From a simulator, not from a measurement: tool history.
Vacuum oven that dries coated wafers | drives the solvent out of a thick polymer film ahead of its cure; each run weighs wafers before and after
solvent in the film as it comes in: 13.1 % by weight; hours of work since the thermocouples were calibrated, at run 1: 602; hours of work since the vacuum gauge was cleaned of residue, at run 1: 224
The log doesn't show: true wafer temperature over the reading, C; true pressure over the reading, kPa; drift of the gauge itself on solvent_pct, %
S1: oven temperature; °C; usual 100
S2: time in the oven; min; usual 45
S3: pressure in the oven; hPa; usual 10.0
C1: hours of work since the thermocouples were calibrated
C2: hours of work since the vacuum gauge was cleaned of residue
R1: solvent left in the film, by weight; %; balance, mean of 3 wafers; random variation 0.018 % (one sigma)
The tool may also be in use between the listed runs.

Run 1, hour 0.0: usual settings; C1 602; C2 224. Result: R1 3.03 %.
Run 2, hour 17.9: usual settings; C1 614; C2 237. Result: R1 3.06 %.
Run 3, hour 34.5: usual settings but S1 104 °C; C1 626; C2 248. Result: R1 2.41 %.
Run 4, hour 44.8: usual settings but S1 112 °C; C1 633; C2 256. Result: R1 1.35 %.
Run 5, hour 61.5: usual settings but S1 112 °C; C1 645; C2 267. Result: R1 1.31 %.
Run 6, hour 73.3: usual settings but S1 112 °C; C1 653; C2 275. Result: R1 1.35 %.
Run 7, hour 84.7: usual settings but S2 40 min; C1 661; C2 283. Result: R1 3.50 %.
Run 8, hour 103.8: usual settings but S2 46 min; C1 674; C2 297. Result: R1 2.96 %.
Run 9, hour 121.6: usual settings but S1 91 °C; C1 687; C2 309. Result: R1 4.74 %.
Run 10, hour 135.3: usual settings but S1 91 °C, S2 43 min; C1 696; C2 319. Result: R1 4.90 %.
Run 11, hour 150.9: usual settings but S1 91 °C, S2 43 min; C1 707; C2 330. Result: R1 4.86 %.
Run 12, hour 159.3: usual settings; C1 713; C2 336. Result: R1 3.07 %.
Run 13, hour 177.6: usual settings but S1 104 °C; C1 726; C2 348. Result: R1 2.39 %.
Run 14, hour 194.3: usual settings but S1 104 °C; C1 737; C2 360. Result: R1 2.43 %.
Run 15, hour 205.0: usual settings but S2 29 min; C1 745; C2 368. Result: R1 4.66 %.
Run 16, hour 217.3: usual settings but S2 29 min; C1 753; C2 376. Result: R1 4.66 %.
Run 17, hour 230.4: usual settings but S2 29 min; C1 763; C2 385. Result: R1 4.67 %.
Run 18, hour 239.4: usual settings; C1 769; C2 392. Result: R1 3.06 %.
Run 19, hour 252.2: usual settings but S3 15.8 hPa; C1 778; C2 401. Result: R1 3.30 %.
Run 20, hour 265.8: usual settings; C1 787; C2 410. Result: R1 3.04 %.
Run 21, hour 282.7: usual settings; C1 799; C2 422. Result: R1 3.03 %.
Run 22, hour 296.7: usual settings but S1 94 °C, S2 56 min, S3 27.2 hPa; C1 809; C2 432. Result: R1 4.16 %.
Run 23, hour 308.5: usual settings but S1 96 °C, S2 60 min, S3 33.1 hPa; C1 817; C2 440. Result: R1 3.87 %.
Run 24, hour 319.2: usual settings but S2 32 min, S3 18.7 hPa; C1 825; C2 447. Result: R1 4.61 %.
Run 25, hour 332.9: usual settings but S2 29 min; C1 834; C2 457. Result: R1 4.65 %.
Run 26, hour 353.4: usual settings but S2 29 min; C1 849; C2 471. Result: R1 4.68 %.
Run 27, hour 363.3: usual settings but S1 113 °C, S2 69 min; C1 856; C2 478. Result: R1 0.55 %.
Run 28, hour 382.7: usual settings but S1 113 °C, S2 75 min, S3 25.6 hPa; C1 869; C2 492. Result: R1 0.97 %.
Run 29, hour 398.5: usual settings but S1 86 °C, S2 43 min, S3 7.0 hPa; C1 880; C2 503. Result: R1 5.68 %.
Run 30, hour 417.2: usual settings but S1 111 °C, S2 22 min, S3 6.2 hPa; C1 893; C2 516. Result: R1 3.71 %.
At hour 430.1: oven's thermocouples calibrated.
Run 31, hour 435.7: usual settings but S1 88 °C, S2 77 min, S3 6.4 hPa; C1 4; C2 527. Result: R1 3.11 %.
Run 32, hour 447.1: usual settings but S3 12.1 hPa; C1 12; C2 535. Result: R1 3.11 %.
Run 33, hour 461.0: usual settings but S1 92 °C, S2 60 min, S3 12.6 hPa; C1 22; C2 545. Result: R1 3.60 %.
Run 34, hour 478.8: usual settings but S1 92 °C, S2 60 min, S3 12.6 hPa; C1 34; C2 558. Result: R1 3.62 %.
Run 35, hour 493.4: usual settings but S1 92 °C, S2 60 min, S3 12.6 hPa; C1 44; C2 568. Result: R1 3.58 %.
Run 36, hour 503.0: usual settings but S1 92 °C, S2 60 min, S3 12.6 hPa; C1 51; C2 574. Result: R1 3.60 %.
Run 37, hour 516.7: usual settings but S1 92 °C, S2 61 min, S3 17.6 hPa; C1 61; C2 584. Result: R1 3.83 %.
Run 38, hour 528.1: usual settings but S1 92 °C, S2 57 min, S3 22.0 hPa; C1 69; C2 592. Result: R1 4.28 %.
Run 39, hour 538.1: usual settings but S1 87 °C; C1 76; C2 599. Result: R1 5.47 %.
Run 40, hour 556.3: usual settings but S1 103 °C, S2 50 min, S3 5.6 hPa; C1 88; C2 612. Result: R1 2.05 %.
Run 41, hour 574.2: usual settings but S1 101 °C, S2 25 min, S3 6.9 hPa; C1 101; C2 624. Result: R1 4.97 %.

Hidden state at the last listed run before each entry between runs and at the first one after, where it differs:
Between runs 30 and 31: oven's thermocouples calibrated (hour 430.1)
  true wafer temperature over the reading, C: 0.02 -> 0
